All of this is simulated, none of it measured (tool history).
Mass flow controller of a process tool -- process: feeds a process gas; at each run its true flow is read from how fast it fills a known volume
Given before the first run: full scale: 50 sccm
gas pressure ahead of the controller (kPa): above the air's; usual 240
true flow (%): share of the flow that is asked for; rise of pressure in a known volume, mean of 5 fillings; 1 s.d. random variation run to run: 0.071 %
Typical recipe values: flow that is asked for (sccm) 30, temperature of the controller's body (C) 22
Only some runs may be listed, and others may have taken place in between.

run	day	flow that is asked for (sccm)	gas pressure ahead of the controller (kPa)	temperature of the controller's body (C)	true flow (%)
1	0	30	240	22	100.1
2	9.433	30	240	22	99.94
3	16.029	30	240	22	99.83
4	21.729	30	240	22	99.65
5	30.292	30	240	22	99.72
6	35.062	30	171	22	99.67
7	40.038	30	171	22	99.6
8	44.008	30	171	22	99.43
9	52.238	30	240	22	99.19
10	59.829	30	240	22	99.17
11	66.221	30	240	22	99.06
12	71.529	30	240	22	98.91
13	76.179	19	199	22	98.81
14	84.675	19	199	22	98.62
15	89.742	19	199	22	98.64
16	93.612	23	230	21	98.63
17	100.775	12	165	37	96.74
18	108.196	12	196	27	97.89
19	115.883	12	196	27	97.73
20	121.783	12	196	27	97.42
21	130.671	30	212	25	97.73
22	139.642	6	240	23	97.56
23	146.946	30	214	39	95.84

What if the next run were any one of these 4? Each begins from the tool's condition after run 23:
A	152.283	5	240	39	?
B	152.283	46	205	22	?
C	152.283	43	214	27	?
D	152.283	8	240	22	?

run	true flow (%)
A	95.65
B	97.86
C	97.22
D	97.52
With no hidden state in the tool, these same runs would have given:
run	true flow (%)
A	98.01
B	100.31
C	99.66
D	99.94

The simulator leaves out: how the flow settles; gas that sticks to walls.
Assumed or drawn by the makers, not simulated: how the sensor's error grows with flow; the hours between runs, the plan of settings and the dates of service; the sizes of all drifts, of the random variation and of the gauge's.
